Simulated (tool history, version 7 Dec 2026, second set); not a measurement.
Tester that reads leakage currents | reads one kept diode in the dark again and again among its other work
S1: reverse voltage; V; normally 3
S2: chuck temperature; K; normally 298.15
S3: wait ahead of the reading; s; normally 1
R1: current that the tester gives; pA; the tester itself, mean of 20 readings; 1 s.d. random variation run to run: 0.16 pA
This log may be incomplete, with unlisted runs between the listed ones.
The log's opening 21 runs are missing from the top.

run,hour,S1,S2,S3,R1
22,515.3,9.45,298.15,0.38,102.27
23,536.4,9.45,298.15,0.38,102.3
24,551.5,1.89,298.15,1,38.67
25,569.7,4.09,310.15,2.87,173.37
26,599.2,1.68,310.15,4.98,102.89
27,626.4,3.49,310.15,4.98,157.99
28,649.2,16.47,324.15,8.06,1208.37
29,666.6,6.35,298.15,2.07,78.09
30,685.8,1.98,303.15,2.07,62.26
31,713.4,2.66,298.15,1,47.28
32,736.8,13.64,312.15,1.77,414.69

The next listed run, before its measurement:
33,764.1,7.12,304.15,1.52,?

Run 33 gave R1 142.61 pA.
Minus the tool's unlogged condition, the same run would have read R1 142.51 pA.
